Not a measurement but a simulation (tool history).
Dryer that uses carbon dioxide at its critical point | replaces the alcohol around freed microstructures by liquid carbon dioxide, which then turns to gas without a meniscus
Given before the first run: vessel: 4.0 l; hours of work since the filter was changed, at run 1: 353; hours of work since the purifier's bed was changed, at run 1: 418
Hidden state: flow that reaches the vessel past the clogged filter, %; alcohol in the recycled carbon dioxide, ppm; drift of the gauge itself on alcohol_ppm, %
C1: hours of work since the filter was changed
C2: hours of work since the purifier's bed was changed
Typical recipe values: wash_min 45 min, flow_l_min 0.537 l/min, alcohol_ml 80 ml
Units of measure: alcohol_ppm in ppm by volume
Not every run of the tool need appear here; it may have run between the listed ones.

{"run": 1, "hour": 0.0, "wash_min": 45, "flow_l_min": 0.537, "alcohol_ml": 80, "C1": 353, "C2": 418, "alcohol_ppm": 255}
{"run": 2, "hour": 15.8, "wash_min": 45, "flow_l_min": 0.537, "alcohol_ml": 80, "C1": 361, "C2": 427, "alcohol_ppm": 252}
{"run": 3, "hour": 44.6, "wash_min": 45, "flow_l_min": 0.537, "alcohol_ml": 80, "C1": 377, "C2": 442, "alcohol_ppm": 268}
{"run": 4, "hour": 63.4, "wash_min": 41, "flow_l_min": 0.537, "alcohol_ml": 80, "C1": 387, "C2": 452, "alcohol_ppm": 364}
{"run": 5, "hour": 82.7, "wash_min": 41, "flow_l_min": 0.537, "alcohol_ml": 80, "C1": 397, "C2": 463, "alcohol_ppm": 374}
{"run": 6, "hour": 107.4, "wash_min": 45, "flow_l_min": 0.819, "alcohol_ml": 80, "C1": 411, "C2": 476, "alcohol_ppm": 106}
{"run": 7, "hour": 121.0, "wash_min": 45, "flow_l_min": 0.819, "alcohol_ml": 80, "C1": 418, "C2": 483, "alcohol_ppm": 114}
{"run": 8, "hour": 137.6, "wash_min": 45, "flow_l_min": 0.537, "alcohol_ml": 80, "C1": 427, "C2": 492, "alcohol_ppm": 282}
{"run": 9, "hour": 150.1, "wash_min": 45, "flow_l_min": 0.537, "alcohol_ml": 80, "C1": 434, "C2": 499, "alcohol_ppm": 294}
{"run": 10, "hour": 167.7, "wash_min": 45, "flow_l_min": 0.438, "alcohol_ml": 80, "C1": 443, "C2": 508, "alcohol_ppm": 549}
{"run": 11, "hour": 183.4, "wash_min": 45, "flow_l_min": 0.537, "alcohol_ml": 80, "C1": 452, "C2": 517, "alcohol_ppm": 276}
{"run": 12, "hour": 201.1, "wash_min": 45, "flow_l_min": 0.537, "alcohol_ml": 80, "C1": 461, "C2": 526, "alcohol_ppm": 297}
{"run": 13, "hour": 226.5, "wash_min": 45, "flow_l_min": 0.537, "alcohol_ml": 100, "C1": 475, "C2": 540, "alcohol_ppm": 348}
{"run": 14, "hour": 256.9, "wash_min": 45, "flow_l_min": 0.648, "alcohol_ml": 100, "C1": 491, "C2": 557, "alcohol_ppm": 215}
{"run": 15, "hour": 283.6, "wash_min": 45, "flow_l_min": 0.537, "alcohol_ml": 80, "C1": 506, "C2": 571, "alcohol_ppm": 317}
{"hour": 288.2, "done": "inlet filter changed"}
{"run": 16, "hour": 305.8, "wash_min": 66, "flow_l_min": 0.537, "alcohol_ml": 80, "C1": 9, "C2": 582, "alcohol_ppm": 132}
{"run": 17, "hour": 321.9, "wash_min": 66, "flow_l_min": 0.537, "alcohol_ml": 80, "C1": 18, "C2": 591, "alcohol_ppm": 137}
{"run": 18, "hour": 346.3, "wash_min": 66, "flow_l_min": 0.537, "alcohol_ml": 26, "C1": 31, "C2": 604, "alcohol_ppm": 139}
{"run": 19, "hour": 368.9, "wash_min": 51, "flow_l_min": 0.567, "alcohol_ml": 35, "C1": 44, "C2": 616, "alcohol_ppm": 146}
{"run": 20, "hour": 387.8, "wash_min": 51, "flow_l_min": 0.567, "alcohol_ml": 35, "C1": 54, "C2": 627, "alcohol_ppm": 150}
{"run": 21, "hour": 415.0, "wash_min": 51, "flow_l_min": 0.567, "alcohol_ml": 35, "C1": 68, "C2": 641, "alcohol_ppm": 156}
{"run": 22, "hour": 441.7, "wash_min": 70, "flow_l_min": 0.556, "alcohol_ml": 64, "C1": 83, "C2": 656, "alcohol_ppm": 133}
{"run": 23, "hour": 464.9, "wash_min": 71, "flow_l_min": 0.366, "alcohol_ml": 39, "C1": 95, "C2": 668, "alcohol_ppm": 181}
{"run": 24, "hour": 480.4, "wash_min": 71, "flow_l_min": 0.537, "alcohol_ml": 39, "C1": 104, "C2": 677, "alcohol_ppm": 143}
{"run": 25, "hour": 500.3, "wash_min": 71, "flow_l_min": 0.537, "alcohol_ml": 39, "C1": 114, "C2": 687, "alcohol_ppm": 147}
{"run": 26, "hour": 518.0, "wash_min": 38, "flow_l_min": 0.325, "alcohol_ml": 39, "C1": 124, "C2": 697, "alcohol_ppm": 925}
{"run": 27, "hour": 538.2, "wash_min": 50, "flow_l_min": 0.537, "alcohol_ml": 99, "C1": 135, "C2": 708, "alcohol_ppm": 243}
{"run": 28, "hour": 553.0, "wash_min": 45, "flow_l_min": 0.464, "alcohol_ml": 60, "C1": 143, "C2": 716, "alcohol_ppm": 343}
{"run": 29, "hour": 575.3, "wash_min": 32, "flow_l_min": 0.392, "alcohol_ml": 119, "C1": 155, "C2": 728, "alcohol_ppm": 2471}
{"run": 30, "hour": 601.2, "wash_min": 35, "flow_l_min": 0.391, "alcohol_ml": 117, "C1": 169, "C2": 742, "alcohol_ppm": 1979}
{"run": 31, "hour": 623.0, "wash_min": 53, "flow_l_min": 0.802, "alcohol_ml": 110, "C1": 181, "C2": 753, "alcohol_ppm": 166}
{"run": 32, "hour": 650.4, "wash_min": 34, "flow_l_min": 0.329, "alcohol_ml": 23, "C1": 195, "C2": 768, "alcohol_ppm": 771}

What if the next run were any one of these 4? Each begins from the tool's condition after run 32:
{"run": "A", "hour": 665.3, "wash_min": 34, "flow_l_min": 0.323, "alcohol_ml": 23, "C1": 203, "C2": 776, "alcohol_ppm": "?"}
{"run": "B", "hour": 665.3, "wash_min": 45, "flow_l_min": 0.372, "alcohol_ml": 45, "C1": 203, "C2": 776, "alcohol_ppm": "?"}
{"run": "C", "hour": 665.3, "wash_min": 34, "flow_l_min": 0.487, "alcohol_ml": 23, "C1": 203, "C2": 776, "alcohol_ppm": "?"}
{"run": "D", "hour": 665.3, "wash_min": 32, "flow_l_min": 0.329, "alcohol_ml": 23, "C1": 203, "C2": 776, "alcohol_ppm": "?"}

run=A alcohol_ppm=781
run=B alcohol_ppm=542
run=C alcohol_ppm=364
run=D alcohol_ppm=857
Had the tool no hidden state, the same runs would have come out as:
run=A alcohol_ppm=567
run=B alcohol_ppm=333
run=C alcohol_ppm=178
run=D alcohol_ppm=640
